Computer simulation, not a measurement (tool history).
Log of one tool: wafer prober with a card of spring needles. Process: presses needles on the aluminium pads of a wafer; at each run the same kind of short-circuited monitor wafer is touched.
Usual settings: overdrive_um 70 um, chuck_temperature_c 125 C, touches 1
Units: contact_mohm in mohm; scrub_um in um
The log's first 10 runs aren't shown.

-- hour=133.8 tips cleaned on abrasive film
-- hour=136.8 height of the first contact set anew
run 11 hour=141.4 | overdrive_um=59 chuck_temperature_c=125 touches=1 | contact_mohm=175 scrub_um=16.22
-- hour=146.5 tips cleaned on abrasive film
-- hour=159.1 tips cleaned on abrasive film
run 12 hour=161.3 | overdrive_um=59 chuck_temperature_c=125 touches=1 | contact_mohm=175 scrub_um=16.4
run 13 hour=169.6 | overdrive_um=59 chuck_temperature_c=125 touches=1 | contact_mohm=175 scrub_um=16.23
-- hour=171.8 tips cleaned on abrasive film
-- hour=184 tips cleaned on abrasive film
run 14 hour=189.1 | overdrive_um=59 chuck_temperature_c=125 touches=1 | contact_mohm=174 scrub_um=16.24
-- hour=197.2 tips cleaned on abrasive film
run 15 hour=198.5 | overdrive_um=70 chuck_temperature_c=125 touches=1 | contact_mohm=173 scrub_um=19.47
-- hour=209.3 tips cleaned on abrasive film
run 16 hour=212.8 | overdrive_um=70 chuck_temperature_c=125 touches=1 | contact_mohm=174 scrub_um=19.46
-- hour=222.5 tips cleaned on abrasive film
run 17 hour=232 | overdrive_um=78 chuck_temperature_c=125 touches=1 | contact_mohm=171 scrub_um=21.67
-- hour=234.6 tips cleaned on abrasive film
-- hour=246.9 tips cleaned on abrasive film
run 18 hour=249.5 | overdrive_um=65 chuck_temperature_c=47 touches=3 | contact_mohm=161 scrub_um=18.03
-- hour=258.8 tips cleaned on abrasive film
run 19 hour=262.5 | overdrive_um=56 chuck_temperature_c=26 touches=3 | contact_mohm=159 scrub_um=15.59
-- hour=270.8 tips cleaned on abrasive film
run 20 hour=276.6 | overdrive_um=84 chuck_temperature_c=125 touches=2 | contact_mohm=172 scrub_um=23.48
-- hour=283.3 tips cleaned on abrasive film
run 21 hour=287.7 | overdrive_um=84 chuck_temperature_c=125 touches=2 | contact_mohm=170 scrub_um=23.49
-- hour=296 tips cleaned on abrasive film
run 22 hour=301.8 | overdrive_um=85 chuck_temperature_c=82 touches=1 | contact_mohm=169 scrub_um=23.79
-- hour=308.2 tips cleaned on abrasive film
-- hour=321.6 tips cleaned on abrasive film
run 23 hour=321.9 | overdrive_um=70 chuck_temperature_c=84 touches=1 | contact_mohm=169 scrub_um=19.63
-- hour=334.9 tips cleaned on abrasive film
run 24 hour=337.8 | overdrive_um=70 chuck_temperature_c=84 touches=1 | contact_mohm=166 scrub_um=19.69
-- hour=338.8 gauge calibrated
-- hour=347.6 tips cleaned on abrasive film
run 25 hour=348.6 | overdrive_um=80 chuck_temperature_c=33 touches=2 | contact_mohm=156 scrub_um=21.87
-- hour=360 tips cleaned on abrasive film
run 26 hour=364 | overdrive_um=69 chuck_temperature_c=44 touches=1 | contact_mohm=162 scrub_um=18.72
-- hour=372.3 tips cleaned on abrasive film
run 27 hour=374.5 | overdrive_um=60 chuck_temperature_c=96 touches=1 | contact_mohm=167 scrub_um=16.5
-- hour=380.1 height of the first contact set anew
-- hour=385.3 tips cleaned on abrasive film
run 28 hour=390.5 | overdrive_um=60 chuck_temperature_c=96 touches=1 | contact_mohm=170 scrub_um=16.44
-- hour=397.9 tips cleaned on abrasive film
run 29 hour=407.8 | overdrive_um=60 chuck_temperature_c=96 touches=1 | contact_mohm=168 scrub_um=16.47
-- hour=410.5 tips cleaned on abrasive film
-- hour=422.6 tips cleaned on abrasive film
run 30 hour=427.9 | overdrive_um=82 chuck_temperature_c=125 touches=3 | contact_mohm=173 scrub_um=22.49
-- hour=436.1 tips cleaned on abrasive film
run 31 hour=445.3 | overdrive_um=87 chuck_temperature_c=100 touches=3 | contact_mohm=170 scrub_um=23.93

4 ways to go on from here, each from the tool as it stands after run 31. What would each give?
-- hour=449.3 tips cleaned on abrasive film
-- hour=462 tips cleaned on abrasive film
run A hour=462.7 | overdrive_um=87 chuck_temperature_c=62 touches=3 | contact_mohm=? scrub_um=?
-- hour=449.3 tips cleaned on abrasive film
-- hour=462 tips cleaned on abrasive film
run B hour=462.7 | overdrive_um=81 chuck_temperature_c=100 touches=3 | contact_mohm=? scrub_um=?
-- hour=449.3 tips cleaned on abrasive film
-- hour=462 tips cleaned on abrasive film
run C hour=462.7 | overdrive_um=57 chuck_temperature_c=112 touches=2 | contact_mohm=? scrub_um=?
-- hour=449.3 tips cleaned on abrasive film
-- hour=462 tips cleaned on abrasive film
run D hour=462.7 | overdrive_um=87 chuck_temperature_c=46 touches=3 | contact_mohm=? scrub_um=?

run=A contact_mohm=162 scrub_um=23.96
run=B contact_mohm=170 scrub_um=22.43
run=C contact_mohm=174 scrub_um=15.69
run=D contact_mohm=166 scrub_um=23.95
Without the tool's hidden state the same runs would have given:
run=A contact_mohm=162 scrub_um=23.71
run=B contact_mohm=170 scrub_um=22.19
run=C contact_mohm=174 scrub_um=15.53
run=D contact_mohm=166 scrub_um=23.7
